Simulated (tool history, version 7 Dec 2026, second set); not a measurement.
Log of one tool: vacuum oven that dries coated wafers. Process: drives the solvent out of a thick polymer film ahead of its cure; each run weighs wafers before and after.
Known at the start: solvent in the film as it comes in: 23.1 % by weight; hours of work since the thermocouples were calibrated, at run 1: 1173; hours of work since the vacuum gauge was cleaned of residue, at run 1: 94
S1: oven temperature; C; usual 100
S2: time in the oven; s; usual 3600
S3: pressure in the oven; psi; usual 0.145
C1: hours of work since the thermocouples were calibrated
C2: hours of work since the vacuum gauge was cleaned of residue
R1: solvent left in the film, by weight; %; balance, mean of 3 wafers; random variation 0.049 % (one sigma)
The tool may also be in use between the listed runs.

| run | hour | S1 | S2 | S3 | C1 | C2 | R1 |
|---|---|---|---|---|---|---|---|
| 1 | 0.0 | 100 | 3600 | 0.145 | 1173 | 94 | 1.49 |
| 2 | 65.3 | 100 | 3600 | 0.145 | 1224 | 146 | 1.61 |
| 3 | 94.2 | 100 | 3600 | 0.145 | 1247 | 169 | 1.52 |
| 4 | 147.4 | 100 | 3600 | 0.145 | 1289 | 211 | 1.51 |
| 5 | 196.2 | 108 | 3600 | 0.145 | 1328 | 249 | 0.71 |
| 6 | 226.1 | 100 | 3600 | 0.145 | 1351 | 273 | 1.49 |
| 7 | 258.3 | 100 | 3600 | 0.145 | 1377 | 298 | 1.54 |
| 8 | 305.8 | 100 | 3600 | 0.145 | 1414 | 336 | 1.44 |
| 9 | 347.9 | 100 | 3600 | 0.145 | 1448 | 369 | 1.50 |
| 10 | 390.2 | 100 | 3600 | 0.145 | 1481 | 403 | 1.50 |
| 11 | 445.1 | 100 | 3600 | 0.145 | 1524 | 446 | 1.50 |
| 12 | 478.4 | 100 | 3600 | 0.355 | 1551 | 472 | 2.35 |
| 13 | 511.3 | 100 | 3600 | 0.355 | 1577 | 498 | 2.28 |
|  | 562.4 | oven's thermocouples calibrated |
| 14 | 578.9 | 100 | 3600 | 0.355 | 13 | 550 | 2.34 |
| 15 | 614.6 | 100 | 3600 | 0.355 | 41 | 578 | 2.22 |
| 16 | 641.8 | 100 | 3600 | 0.355 | 63 | 600 | 2.28 |
| 17 | 692.8 | 100 | 3600 | 0.145 | 103 | 640 | 1.44 |
| 18 | 748.6 | 92 | 3600 | 0.145 | 147 | 684 | 2.75 |
| 19 | 806.8 | 115 | 3600 | 0.145 | 193 | 730 | 0.48 |
| 20 | 855.7 | 114 | 2520 | 0.145 | 232 | 769 | 0.91 |
| 21 | 892.7 | 98 | 2580 | 0.107 | 261 | 798 | 2.89 |
| 22 | 943.8 | 90 | 3240 | 0.447 | 301 | 838 | 5.21 |
| 23 | 981.1 | 100 | 2160 | 0.421 | 331 | 868 | 4.65 |
| 24 | 1013.8 | 112 | 3600 | 0.165 | 356 | 893 | 0.66 |
| 25 | 1055.3 | 100 | 5340 | 0.145 | 389 | 926 | 0.86 |
| 26 | 1105.9 | 100 | 5340 | 0.145 | 429 | 966 | 0.82 |
| 27 | 1161.5 | 100 | 5340 | 0.145 | 473 | 1010 | 0.73 |
| 28 | 1225.3 | 105 | 4620 | 0.210 | 523 | 1060 | 0.92 |
| 29 | 1271.8 | 105 | 2880 | 0.249 | 560 | 1097 | 1.87 |
| 30 | 1337.3 | 93 | 3960 | 0.196 | 612 | 1149 | 2.47 |
| 31 | 1397.6 | 103 | 1860 | 0.377 | 659 | 1196 | 4.50 |
| 32 | 1459.7 | 90 | 3600 | 0.455 | 709 | 1246 | 4.85 |
| 33 | 1496.0 | 102 | 3600 | 0.145 | 737 | 1274 | 1.22 |
| 34 | 1525.0 | 112 | 3600 | 0.479 | 760 | 1297 | 1.55 |
| 35 | 1552.6 | 112 | 3600 | 0.479 | 782 | 1319 | 1.51 |
| 36 | 1586.6 | 112 | 3600 | 0.479 | 809 | 1346 | 1.48 |
| 37 | 1634.4 | 112 | 3600 | 0.479 | 846 | 1383 | 1.51 |
| 38 | 1683.4 | 100 | 3240 | 0.297 | 885 | 1422 | 2.34 |

3 ways to go on from here, each from the tool as it stands after run 38. What would each give?
| A | 1722.1 | 100 | 6000 | 0.145 | 916 | 1453 | ? |
| B | 1722.1 | 90 | 5880 | 0.157 | 916 | 1453 | ? |
| C | 1722.1 | 107 | 5640 | 0.480 | 916 | 1453 | ? |

| run | R1 |
|---|---|
| A | 0.75 |
| B | 1.56 |
| C | 1.63 |
Without the tool's hidden state the same runs would have given:
| run | R1 |
|---|---|
| A | 0.74 |
| B | 1.53 |
| C | 1.61 |

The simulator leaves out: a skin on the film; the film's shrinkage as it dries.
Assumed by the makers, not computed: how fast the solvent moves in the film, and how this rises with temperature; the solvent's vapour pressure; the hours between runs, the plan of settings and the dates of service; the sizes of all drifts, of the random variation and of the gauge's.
